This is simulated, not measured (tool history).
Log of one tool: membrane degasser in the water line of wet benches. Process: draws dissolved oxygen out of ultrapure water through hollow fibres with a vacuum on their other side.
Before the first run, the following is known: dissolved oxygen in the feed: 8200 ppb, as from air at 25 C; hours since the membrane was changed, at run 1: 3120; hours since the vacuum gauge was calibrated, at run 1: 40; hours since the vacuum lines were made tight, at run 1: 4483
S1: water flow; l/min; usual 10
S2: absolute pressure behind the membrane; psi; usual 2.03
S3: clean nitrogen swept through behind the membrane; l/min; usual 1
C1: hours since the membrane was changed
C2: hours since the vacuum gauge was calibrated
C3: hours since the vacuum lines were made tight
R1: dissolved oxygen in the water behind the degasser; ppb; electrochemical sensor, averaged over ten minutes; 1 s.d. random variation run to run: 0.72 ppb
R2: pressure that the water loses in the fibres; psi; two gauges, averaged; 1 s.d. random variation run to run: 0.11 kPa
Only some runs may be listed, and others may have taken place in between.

| run | day | S1 | S2 | S3 | C1 | C2 | C3 | R1 | R2 |
|---|---|---|---|---|---|---|---|---|---|
| 1 | 0 | 10 | 2.03 | 1 | 3120 | 40 | 4483 | 255.8 | 5.258 |
| 2 | 5.646 | 10 | 2.03 | 1 | 3255 | 175 | 4619 | 257.3 | 5.263 |
| 3 | 10.1 | 10 | 3.26 | 1 | 3362 | 282 | 4726 | 442.2 | 5.249 |
| 4 | 15.275 | 7 | 3.26 | 1 | 3486 | 406 | 4850 | 317.4 | 3.706 |
| 5 | 17.779 | 13 | 2.03 | 1 | 3546 | 466 | 4910 | 340.8 | 6.817 |
| 6 | 22.158 | 10 | 2.03 | 0.91 | 3652 | 572 | 5015 | 278.2 | 5.256 |
| 7 | 27.646 | 10 | 2.03 | 0.8 | 3783 | 703 | 5147 | 312.9 | 5.252 |
| 8 | 32.038 | 10 | 2.03 | 0.8 | 3889 | 809 | 5252 | 315 | 5.261 |
| 9 | 37.833 | 10 | 2.03 | 0.8 | 4028 | 948 | 5391 | 314.4 | 5.258 |
| 10 | 42.658 | 10 | 2.03 | 0.8 | 4143 | 1063 | 5507 | 313 | 5.253 |
| 11 | 45.475 | 10 | 2.03 | 0.78 | 4211 | 1131 | 5575 | 322.4 | 5.255 |
|  | 48.492 | seals of the vacuum lines changed |
| 12 | 48.492 | 10 | 2.03 | 1.81 | 4282 | 1202 | 0 | 151.7 | 5.243 |
| 13 | 50.979 | 10 | 2.03 | 1 | 4341 | 1261 | 60 | 258 | 5.237 |
| 14 | 54.833 | 10 | 2.03 | 1 | 4434 | 1354 | 152 | 258.8 | 5.223 |
| 15 | 58.992 | 10 | 2.03 | 1 | 4534 | 1454 | 252 | 260.9 | 5.227 |
| 16 | 62.725 | 10 | 2.03 | 0.43 | 4623 | 1543 | 342 | 532.9 | 5.229 |
| 17 | 65.417 | 10 | 2.03 | 0.43 | 4688 | 1608 | 406 | 535.1 | 5.242 |
|  | 67.425 | gauge calibrated |
| 18 | 69.575 | 10 | 2.03 | 0.43 | 4788 | 1708 | 506 | 529 | 5.249 |
| 19 | 74.829 | 10 | 2.03 | 0.43 | 4914 | 1834 | 632 | 525.6 | 5.245 |
| 20 | 79.592 | 10 | 1.83 | 0.43 | 5028 | 1948 | 746 | 464.5 | 5.243 |
| 21 | 85.383 | 8 | 2.99 | 2.1 | 5167 | 2087 | 885 | 162.9 | 4.192 |
| 22 | 88.4 | 8 | 2 | 2.1 | 5239 | 2159 | 958 | 100.8 | 4.197 |
| 23 | 93.038 | 8 | 4.66 | 1 | 5351 | 2271 | 1069 | 525.9 | 4.205 |
| 24 | 98.192 | 10 | 1.54 | 0.62 | 5474 | 2394 | 1193 | 274.3 | 5.266 |
| 25 | 102.258 | 10 | 1.54 | 0.62 | 5572 | 2492 | 1290 | 273.6 | 5.274 |
| 26 | 105.896 | 10 | 1.23 | 0.7 | 5659 | 2579 | 1378 | 180.1 | 5.237 |
| 27 | 111.054 | 7 | 4.64 | 0.63 | 5783 | 2703 | 1502 | 700.6 | 3.681 |
| 28 | 114.35 | 11 | 4.64 | 0.63 | 5862 | 2782 | 1581 | 1028.6 | 5.758 |
| 29 | 119.604 | 7 | 2.03 | 1 | 5988 | 2908 | 1707 | 183 | 3.664 |
| 30 | 125 | 9 | 2.03 | 1 | 6118 | 3038 | 1836 | 232.2 | 4.754 |
|  | 126.292 | vacuum gauge calibrated |
| 31 | 129.812 | 9 | 2.03 | 1 | 6233 | 84 | 1951 | 232.8 | 4.727 |
| 32 | 132.95 | 9 | 2.03 | 1 | 6308 | 160 | 2027 | 233.9 | 4.705 |

Consider 4 possible next runs. They are alternatives, not a sequence: every one starts from the tool as it was left by run 32. What does each give?
| A | 137.208 | 10 | 3.23 | 1 | 6410 | 262 | 2129 | ? | ? |
| B | 137.208 | 9 | 1.45 | 1 | 6410 | 262 | 2129 | ? | ? |
| C | 137.208 | 7 | 4.24 | 0.63 | 6410 | 262 | 2129 | ? | ? |
| D | 137.208 | 10 | 2.03 | 1.93 | 6410 | 262 | 2129 | ? | ? |

| run | R1 | R2 |
|---|---|---|
| A | 444.6 | 5.25 |
| B | 150.4 | 4.718 |
| C | 641.2 | 3.668 |
| D | 143.6 | 5.245 |
What these runs would have given with no unlogged condition in the tool:
| run | R1 | R2 |
|---|---|---|
| A | 437.7 | 5.247 |
| B | 148 | 4.715 |
| C | 631.1 | 3.665 |
| D | 141.4 | 5.24 |

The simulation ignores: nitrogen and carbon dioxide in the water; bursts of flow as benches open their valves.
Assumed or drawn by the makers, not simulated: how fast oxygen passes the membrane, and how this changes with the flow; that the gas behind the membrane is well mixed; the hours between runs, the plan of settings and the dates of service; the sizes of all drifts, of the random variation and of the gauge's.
